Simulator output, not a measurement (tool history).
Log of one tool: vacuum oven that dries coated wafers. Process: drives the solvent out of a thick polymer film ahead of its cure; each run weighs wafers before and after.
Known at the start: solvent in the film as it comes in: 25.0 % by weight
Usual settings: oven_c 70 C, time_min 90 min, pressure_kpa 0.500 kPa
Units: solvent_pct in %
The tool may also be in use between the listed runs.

run 1 day=0.000 | oven_c=70 time_min=90 pressure_kpa=0.500 | solvent_pct=1.38
run 2 day=1.808 | oven_c=70 time_min=90 pressure_kpa=0.500 | solvent_pct=1.37
run 3 day=3.596 | oven_c=70 time_min=90 pressure_kpa=0.500 | solvent_pct=1.41
run 4 day=5.712 | oven_c=70 time_min=90 pressure_kpa=0.269 | solvent_pct=1.09
run 5 day=7.692 | oven_c=70 time_min=90 pressure_kpa=0.269 | solvent_pct=1.06
run 6 day=9.254 | oven_c=70 time_min=93 pressure_kpa=0.500 | solvent_pct=1.38
run 7 day=11.288 | oven_c=70 time_min=93 pressure_kpa=0.500 | solvent_pct=1.42
run 8 day=12.496 | oven_c=70 time_min=93 pressure_kpa=0.500 | solvent_pct=1.32
run 9 day=13.750 | oven_c=70 time_min=93 pressure_kpa=0.500 | solvent_pct=1.36
run 10 day=15.733 | oven_c=70 time_min=93 pressure_kpa=0.500 | solvent_pct=1.36
run 11 day=17.300 | oven_c=70 time_min=93 pressure_kpa=0.500 | solvent_pct=1.23
run 12 day=19.496 | oven_c=70 time_min=90 pressure_kpa=0.329 | solvent_pct=1.15
run 13 day=20.708 | oven_c=70 time_min=90 pressure_kpa=0.329 | solvent_pct=1.19
run 14 day=22.258 | oven_c=70 time_min=90 pressure_kpa=0.500 | solvent_pct=1.37
run 15 day=24.050 | oven_c=70 time_min=65 pressure_kpa=0.500 | solvent_pct=2.31
run 16 day=26.746 | oven_c=70 time_min=90 pressure_kpa=0.297 | solvent_pct=1.21
run 17 day=28.129 | oven_c=70 time_min=90 pressure_kpa=0.297 | solvent_pct=1.16
run 18 day=30.367 | oven_c=70 time_min=90 pressure_kpa=0.297 | solvent_pct=1.11
run 19 day=31.667 | oven_c=70 time_min=90 pressure_kpa=0.297 | solvent_pct=1.06
run 20 day=34.525 | oven_c=70 time_min=90 pressure_kpa=0.297 | solvent_pct=1.12
run 21 day=36.258 | oven_c=74 time_min=89 pressure_kpa=0.294 | solvent_pct=0.63
run 22 day=37.454 | oven_c=74 time_min=89 pressure_kpa=0.294 | solvent_pct=0.61
run 23 day=40.158 | oven_c=66 time_min=125 pressure_kpa=0.308 | solvent_pct=1.15
run 24 day=41.917 | oven_c=70 time_min=90 pressure_kpa=1.905 | solvent_pct=3.40
run 25 day=43.708 | oven_c=67 time_min=46 pressure_kpa=0.254 | solvent_pct=5.24
run 26 day=46.492 | oven_c=69 time_min=46 pressure_kpa=0.254 | solvent_pct=4.35
run 27 day=48.704 | oven_c=69 time_min=46 pressure_kpa=0.254 | solvent_pct=4.41
run 28 day=50.112 | oven_c=70 time_min=90 pressure_kpa=1.982 | solvent_pct=3.56
run 29 day=52.446 | oven_c=70 time_min=90 pressure_kpa=1.982 | solvent_pct=3.51

5 ways to go on from here, each from the tool as it stands after run 29. What would each give?
run A day=55.083 | oven_c=70 time_min=113 pressure_kpa=0.574 | solvent_pct=?
run B day=55.083 | oven_c=70 time_min=90 pressure_kpa=0.437 | solvent_pct=?
run C day=55.083 | oven_c=84 time_min=88 pressure_kpa=0.604 | solvent_pct=?
run D day=55.083 | oven_c=70 time_min=59 pressure_kpa=0.500 | solvent_pct=?
run E day=55.083 | oven_c=67 time_min=90 pressure_kpa=0.599 | solvent_pct=?

run=A solvent_pct=1.14
run=B solvent_pct=1.32
run=C solvent_pct=0.53
run=D solvent_pct=2.91
run=E solvent_pct=2.30
Without the tool's hidden state the same runs would have given:
run=A solvent_pct=1.12
run=B solvent_pct=1.31
run=C solvent_pct=0.51
run=D solvent_pct=2.90
run=E solvent_pct=2.29

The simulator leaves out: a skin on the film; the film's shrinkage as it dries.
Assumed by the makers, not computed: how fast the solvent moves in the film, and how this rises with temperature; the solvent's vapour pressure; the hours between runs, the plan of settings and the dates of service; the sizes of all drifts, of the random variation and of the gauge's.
